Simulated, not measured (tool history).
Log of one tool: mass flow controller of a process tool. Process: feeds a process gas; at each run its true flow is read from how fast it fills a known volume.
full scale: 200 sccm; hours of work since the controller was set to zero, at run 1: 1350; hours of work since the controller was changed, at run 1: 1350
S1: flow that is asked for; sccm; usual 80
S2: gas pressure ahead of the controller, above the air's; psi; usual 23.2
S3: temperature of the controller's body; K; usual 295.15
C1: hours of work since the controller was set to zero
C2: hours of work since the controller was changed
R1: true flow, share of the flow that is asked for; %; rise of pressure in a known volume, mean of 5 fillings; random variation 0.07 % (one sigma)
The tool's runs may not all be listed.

{"run": 1, "hour": 0.0, "S1": 80, "S2": 23.2, "S3": 295.15, "C1": 1350, "C2": 1350, "R1": 99.88}
{"run": 2, "hour": 126.0, "S1": 80, "S2": 23.2, "S3": 295.15, "C1": 1403, "C2": 1403, "R1": 99.84}
{"run": 3, "hour": 279.2, "S1": 80, "S2": 23.2, "S3": 295.15, "C1": 1468, "C2": 1468, "R1": 99.98}
{"run": 4, "hour": 384.4, "S1": 80, "S2": 23.2, "S3": 295.15, "C1": 1512, "C2": 1512, "R1": 99.94}
{"run": 5, "hour": 459.9, "S1": 80, "S2": 23.2, "S3": 295.15, "C1": 1544, "C2": 1544, "R1": 99.95}
{"run": 6, "hour": 602.3, "S1": 80, "S2": 30.5, "S3": 295.15, "C1": 1604, "C2": 1604, "R1": 99.86}
{"run": 7, "hour": 754.9, "S1": 80, "S2": 30.5, "S3": 295.15, "C1": 1668, "C2": 1668, "R1": 99.88}
{"run": 8, "hour": 914.7, "S1": 80, "S2": 30.5, "S3": 295.15, "C1": 1735, "C2": 1735, "R1": 99.86}
{"run": 9, "hour": 1037.3, "S1": 80, "S2": 30.5, "S3": 295.15, "C1": 1786, "C2": 1786, "R1": 99.88}
{"run": 10, "hour": 1184.5, "S1": 170, "S2": 23.2, "S3": 295.15, "C1": 1848, "C2": 1848, "R1": 100.92}
{"run": 11, "hour": 1317.0, "S1": 80, "S2": 23.2, "S3": 295.15, "C1": 1904, "C2": 1904, "R1": 100.3}
{"run": 12, "hour": 1418.3, "S1": 101, "S2": 23.2, "S3": 295.15, "C1": 1947, "C2": 1947, "R1": 100.33}
{"run": 13, "hour": 1568.6, "S1": 101, "S2": 23.2, "S3": 295.15, "C1": 2010, "C2": 2010, "R1": 100.24}
{"run": 14, "hour": 1707.5, "S1": 101, "S2": 23.2, "S3": 295.15, "C1": 2068, "C2": 2068, "R1": 100.38}
{"run": 15, "hour": 1868.4, "S1": 80, "S2": 23.2, "S3": 295.15, "C1": 2136, "C2": 2136, "R1": 100.33}
{"run": 16, "hour": 1979.4, "S1": 80, "S2": 31.3, "S3": 295.15, "C1": 2182, "C2": 2182, "R1": 100.06}
{"run": 17, "hour": 2140.5, "S1": 80, "S2": 31.3, "S3": 295.15, "C1": 2250, "C2": 2250, "R1": 100.26}
{"run": 18, "hour": 2274.2, "S1": 80, "S2": 31.3, "S3": 295.15, "C1": 2306, "C2": 2306, "R1": 100.35}
{"run": 19, "hour": 2421.8, "S1": 80, "S2": 31.3, "S3": 295.15, "C1": 2368, "C2": 2368, "R1": 100.28}
{"run": 20, "hour": 2542.6, "S1": 80, "S2": 31.3, "S3": 295.15, "C1": 2419, "C2": 2419, "R1": 100.25}
{"run": 21, "hour": 2690.4, "S1": 80, "S2": 31.3, "S3": 295.15, "C1": 2481, "C2": 2481, "R1": 100.33}
{"run": 22, "hour": 2829.3, "S1": 80, "S2": 31.3, "S3": 295.15, "C1": 2540, "C2": 2540, "R1": 100.28}
{"run": 23, "hour": 2940.5, "S1": 167, "S2": 31.3, "S3": 295.15, "C1": 2586, "C2": 2586, "R1": 100.89}
{"run": 24, "hour": 3085.3, "S1": 80, "S2": 23.2, "S3": 295.15, "C1": 2647, "C2": 2647, "R1": 100.56}
{"run": 25, "hour": 3226.3, "S1": 80, "S2": 21.3, "S3": 300.15, "C1": 2706, "C2": 2706, "R1": 100.6}
{"run": 26, "hour": 3367.5, "S1": 122, "S2": 24.5, "S3": 295.15, "C1": 2766, "C2": 2766, "R1": 100.88}
{"run": 27, "hour": 3516.6, "S1": 21, "S2": 23.2, "S3": 295.15, "C1": 2828, "C2": 2828, "R1": 103.4}
{"run": 28, "hour": 3648.0, "S1": 40, "S2": 21.9, "S3": 308.15, "C1": 2884, "C2": 2884, "R1": 100.62}
{"run": 29, "hour": 3730.1, "S1": 80, "S2": 36, "S3": 295.15, "C1": 2918, "C2": 2918, "R1": 100.6}
{"run": 30, "hour": 3830.5, "S1": 78, "S2": 37.4, "S3": 295.15, "C1": 2960, "C2": 2960, "R1": 100.37}
{"run": 31, "hour": 3958.4, "S1": 78, "S2": 37.4, "S3": 295.15, "C1": 3014, "C2": 3014, "R1": 100.43}
{"run": 32, "hour": 4047.1, "S1": 78, "S2": 37.4, "S3": 295.15, "C1": 3051, "C2": 3051, "R1": 100.49}
{"run": 33, "hour": 4126.4, "S1": 80, "S2": 32.3, "S3": 296.15, "C1": 3085, "C2": 3085, "R1": 100.54}
{"run": 34, "hour": 4294.5, "S1": 80, "S2": 36.8, "S3": 294.15, "C1": 3155, "C2": 3155, "R1": 100.68}
{"run": 35, "hour": 4409.7, "S1": 80, "S2": 36.8, "S3": 294.15, "C1": 3204, "C2": 3204, "R1": 100.89}
{"run": 36, "hour": 4513.7, "S1": 80, "S2": 36.8, "S3": 309.15, "C1": 3248, "C2": 3248, "R1": 99.62}
{"run": 37, "hour": 4662.6, "S1": 162, "S2": 23.2, "S3": 295.15, "C1": 3310, "C2": 3310, "R1": 101.42}
{"run": 38, "hour": 4811.6, "S1": 124, "S2": 22, "S3": 295.15, "C1": 3373, "C2": 3373, "R1": 101.23}
{"run": 39, "hour": 4977.2, "S1": 141, "S2": 23.2, "S3": 295.15, "C1": 3442, "C2": 3442, "R1": 101.36}
{"run": 40, "hour": 5093.6, "S1": 64, "S2": 23.6, "S3": 296.15, "C1": 3491, "C2": 3491, "R1": 101.4}
{"run": 41, "hour": 5192.4, "S1": 64, "S2": 23.6, "S3": 296.15, "C1": 3533, "C2": 3533, "R1": 101.31}
{"run": 42, "hour": 5343.1, "S1": 64, "S2": 23.6, "S3": 296.15, "C1": 3596, "C2": 3596, "R1": 101.42}
{"run": 43, "hour": 5427.6, "S1": 64, "S2": 23.6, "S3": 296.15, "C1": 3632, "C2": 3632, "R1": 101.42}
{"run": 44, "hour": 5515.5, "S1": 64, "S2": 23.6, "S3": 296.15, "C1": 3669, "C2": 3669, "R1": 101.48}
{"run": 45, "hour": 5673.1, "S1": 64, "S2": 23.6, "S3": 296.15, "C1": 3735, "C2": 3735, "R1": 101.58}
{"run": 46, "hour": 5830.6, "S1": 168, "S2": 23.6, "S3": 296.15, "C1": 3801, "C2": 3801, "R1": 101.84}
{"run": 47, "hour": 5957.9, "S1": 168, "S2": 23.6, "S3": 296.15, "C1": 3855, "C2": 3855, "R1": 101.68}
{"run": 48, "hour": 6069.6, "S1": 168, "S2": 23.6, "S3": 296.15, "C1": 3902, "C2": 3902, "R1": 101.7}

The same runs without the tool's hidden state, with the same run-to-run variation:
The hidden state here: flow at rest that the sensor doesn't see, % of full scale; true flow over the shown one, %; drift of the gauge itself on true_pct, %.
run=1 R1=98.95
run=2 R1=98.88
run=3 R1=98.97
run=4 R1=98.91
run=5 R1=98.89
run=6 R1=98.76
run=7 R1=98.75
run=8 R1=98.68
run=9 R1=98.66
run=10 R1=100.07
run=11 R1=99.01
run=12 R1=99.18
run=13 R1=99.05
run=14 R1=99.16
run=15 R1=98.89
run=16 R1=98.58
run=17 R1=98.74
run=18 R1=98.79
run=19 R1=98.68
run=20 R1=98.62
run=21 R1=98.66
run=22 R1=98.56
run=23 R1=99.71
run=24 R1=98.78
run=25 R1=98.77
run=26 R1=99.4
run=27 R1=98.25
run=28 R1=97.51
run=29 R1=98.64
run=30 R1=98.36
run=31 R1=98.38
run=32 R1=98.41
run=33 R1=98.48
run=34 R1=98.56
run=35 R1=98.74
run=36 R1=97.45
run=37 R1=99.88
run=38 R1=99.46
run=39 R1=99.66
run=40 R1=98.71
run=41 R1=98.59
run=42 R1=98.65
run=43 R1=98.63
run=44 R1=98.66
run=45 R1=98.71
run=46 R1=100.1
run=47 R1=99.91
run=48 R1=99.91
